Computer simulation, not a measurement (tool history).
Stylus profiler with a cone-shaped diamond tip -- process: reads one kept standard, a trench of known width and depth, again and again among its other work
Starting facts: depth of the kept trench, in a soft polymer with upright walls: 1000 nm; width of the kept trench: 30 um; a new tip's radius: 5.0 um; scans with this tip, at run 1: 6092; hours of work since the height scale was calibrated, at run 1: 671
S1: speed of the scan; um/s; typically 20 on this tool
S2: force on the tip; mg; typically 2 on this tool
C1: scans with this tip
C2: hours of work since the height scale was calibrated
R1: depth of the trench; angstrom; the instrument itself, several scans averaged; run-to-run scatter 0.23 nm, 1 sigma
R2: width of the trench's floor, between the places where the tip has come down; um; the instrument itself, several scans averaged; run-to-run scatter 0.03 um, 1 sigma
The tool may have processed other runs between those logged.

Run 1, day 0: usual settings; C1 6092; C2 671. Result: R1 10184.3 angstrom, R2 22.37 um.
Run 2, day 1.071: usual settings; C1 6266; C2 690. Result: R1 10187.4 angstrom, R2 22.41 um.
Run 3, day 2.717: usual settings but S2 0.68 mg; C1 6531; C2 719. Result: R1 10107.2 angstrom, R2 22.25 um.
Run 4, day 3.871: usual settings; C1 6718; C2 739. Result: R1 10189.1 angstrom, R2 22.29 um.
Run 5, day 6.388: usual settings; C1 7124; C2 784. Result: R1 10192.3 angstrom, R2 22.22 um.
Run 6, day 8.825: usual settings; C1 7518; C2 827. Result: R1 10196.1 angstrom, R2 22.14 um.
Run 7, day 10.425: usual settings; C1 7777; C2 856. Result: R1 10194.6 angstrom, R2 22.12 um.
Run 8, day 13.05: usual settings but S2 2.91 mg; C1 8201; C2 903. Result: R1 10238.5 angstrom, R2 22 um.
Run 9, day 14.925: usual settings but S2 2.91 mg; C1 8504; C2 936. Result: R1 10239.8 angstrom, R2 21.95 um.
Run 10, day 16.492: usual settings but S1 21 um/s, S2 2.91 mg; C1 8756; C2 964. Result: R1 10247 angstrom, R2 21.95 um.
Run 11, day 18.075: usual settings but S1 21 um/s, S2 2.91 mg; C1 9012; C2 992. Result: R1 10238.6 angstrom, R2 21.87 um.
Run 12, day 19.179: usual settings but S1 35 um/s, S2 2.91 mg; C1 9191; C2 1011. Result: R1 10247.7 angstrom, R2 21.77 um.
Run 13, day 20.921: usual settings but S1 35 um/s, S2 2.91 mg; C1 9472; C2 1042. Result: R1 10243.2 angstrom, R2 21.72 um.
Run 14, day 22.954: usual settings; C1 9801; C2 1079. Result: R1 10204.3 angstrom, R2 21.73 um.
Run 15, day 24.317: usual settings; C1 10021; C2 1103. Result: R1 10200.2 angstrom, R2 21.64 um.
Run 16, day 26.012: usual settings; C1 10294; C2 1133. Result: R1 10205.2 angstrom, R2 21.59 um.
Run 17, day 27.388: usual settings; C1 10516; C2 1157. Result: R1 10209.1 angstrom, R2 21.56 um.
Run 18, day 28.938: usual settings; C1 10767; C2 1185. Result: R1 10209.7 angstrom, R2 21.53 um.
Run 19, day 31.258: usual settings; C1 11142; C2 1226. Result: R1 10213.5 angstrom, R2 21.49 um.
Run 20, day 33: usual settings but S1 31 um/s, S2 3.21 mg; C1 11423; C2 1257. Result: R1 10270.1 angstrom, R2 21.4 um.
Run 21, day 34.738: usual settings but S1 5 um/s, S2 0.97 mg; C1 11704; C2 1288. Result: R1 10156.8 angstrom, R2 21.51 um.
Run 22, day 36.571: usual settings but S1 17 um/s, S2 2.31 mg; C1 12000; C2 1321. Result: R1 10232.9 angstrom, R2 21.31 um.
Run 23, day 37.662: usual settings but S1 8 um/s, S2 4.29 mg; C1 12176; C2 1340. Result: R1 10319.4 angstrom, R2 21.35 um.
Run 24, day 40.225: usual settings but S1 8 um/s, S2 4.29 mg; C1 12590; C2 1386. Result: R1 10326.2 angstrom, R2 21.24 um.
Run 25, day 42.046: usual settings but S1 7 um/s, S2 5.96 mg; C1 12884; C2 1418. Result: R1 10388.4 angstrom, R2 21.23 um.
Run 26, day 43.408: usual settings but S1 7 um/s, S2 5.96 mg; C1 13105; C2 1442. Result: R1 10387.5 angstrom, R2 21.19 um.
Run 27, day 44.692: usual settings but S2 0.97 mg; C1 13312; C2 1465. Result: R1 10167.9 angstrom, R2 21.03 um.

What does the tool deliver on the next run?
Run 28, day 46.579: usual settings but S1 13 um/s, S2 1.06 mg; C1 13616; C2 1499. Result: R1 ?, R2 ?.

Run 28 came out at R1 10168.4 angstrom, R2 21.04 um.
Had the tool carried no hidden state, the very same run would have given R1 10093.8 angstrom, R2 23.9 um.

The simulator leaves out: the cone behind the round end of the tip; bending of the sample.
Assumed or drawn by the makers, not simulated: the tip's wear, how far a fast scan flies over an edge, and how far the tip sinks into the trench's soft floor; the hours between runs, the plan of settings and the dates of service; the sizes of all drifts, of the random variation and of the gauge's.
